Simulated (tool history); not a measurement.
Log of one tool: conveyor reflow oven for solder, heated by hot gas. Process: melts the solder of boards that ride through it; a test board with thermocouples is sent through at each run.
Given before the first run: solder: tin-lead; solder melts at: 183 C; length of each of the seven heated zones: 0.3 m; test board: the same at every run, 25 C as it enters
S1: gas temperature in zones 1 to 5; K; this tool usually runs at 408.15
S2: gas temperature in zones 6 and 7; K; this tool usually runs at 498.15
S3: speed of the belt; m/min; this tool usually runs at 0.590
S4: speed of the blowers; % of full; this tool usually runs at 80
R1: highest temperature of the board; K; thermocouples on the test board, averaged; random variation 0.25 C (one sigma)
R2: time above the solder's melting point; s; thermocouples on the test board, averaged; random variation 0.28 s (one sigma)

run 1 hour=0.0 | S1=408.15 S2=498.15 S3=0.590 S4=80 | R1=481.45 R2=39.3
run 2 hour=15.6 | S1=408.15 S2=498.15 S3=0.590 S4=80 | R1=482.05 R2=39.3
run 3 hour=32.6 | S1=408.15 S2=498.15 S3=0.590 S4=80 | R1=481.35 R2=39.1
run 4 hour=51.2 | S1=408.15 S2=498.15 S3=0.590 S4=80 | R1=481.65 R2=39.0
run 5 hour=68.0 | S1=408.15 S2=498.15 S3=0.545 S4=80 | R1=483.95 R2=44.6
run 6 hour=83.2 | S1=408.15 S2=498.15 S3=0.545 S4=80 | R1=484.35 R2=45.2
run 7 hour=95.2 | S1=408.15 S2=498.15 S3=0.545 S4=80 | R1=484.15 R2=44.3
run 8 hour=103.9 | S1=408.15 S2=498.15 S3=0.545 S4=80 | R1=483.75 R2=44.8
run 9 hour=120.4 | S1=408.15 S2=498.15 S3=0.590 S4=80 | R1=481.15 R2=39.7
run 10 hour=133.9 | S1=408.15 S2=498.15 S3=0.590 S4=80 | R1=481.55 R2=38.4
run 11 hour=142.9 | S1=408.15 S2=498.15 S3=0.590 S4=80 | R1=481.65 R2=38.9
run 12 hour=157.2 | S1=408.15 S2=498.15 S3=0.590 S4=80 | R1=481.45 R2=38.9
run 13 hour=169.8 | S1=408.15 S2=498.15 S3=0.682 S4=80 | R1=476.25 R2=28.9
run 14 hour=185.1 | S1=408.15 S2=498.15 S3=0.682 S4=80 | R1=476.55 R2=28.6
run 15 hour=197.1 | S1=408.15 S2=487.15 S3=0.590 S4=80 | R1=471.75 R2=29.7
run 16 hour=208.1 | S1=408.15 S2=487.15 S3=0.590 S4=80 | R1=471.55 R2=29.6
run 17 hour=219.0 | S1=408.15 S2=487.15 S3=0.590 S4=66 | R1=469.25 R2=25.0
run 18 hour=235.2 | S1=408.15 S2=488.15 S3=0.561 S4=83 | R1=475.15 R2=34.9
run 19 hour=252.2 | S1=408.15 S2=488.15 S3=0.561 S4=83 | R1=474.75 R2=35.1
run 20 hour=263.5 | S1=408.15 S2=488.15 S3=0.577 S4=64 | R1=469.75 R2=27.1

Run 21 comes next. What will it give?
run 21 hour=273.4 | S1=408.15 S2=488.15 S3=0.577 S4=64 | R1=? R2=?

R1: 469.65 K
R2: 26.5 s
On a tool with no hidden condition, and with the same random variation, this run would have come out at R1 471.65 K, R2 29.5 s.
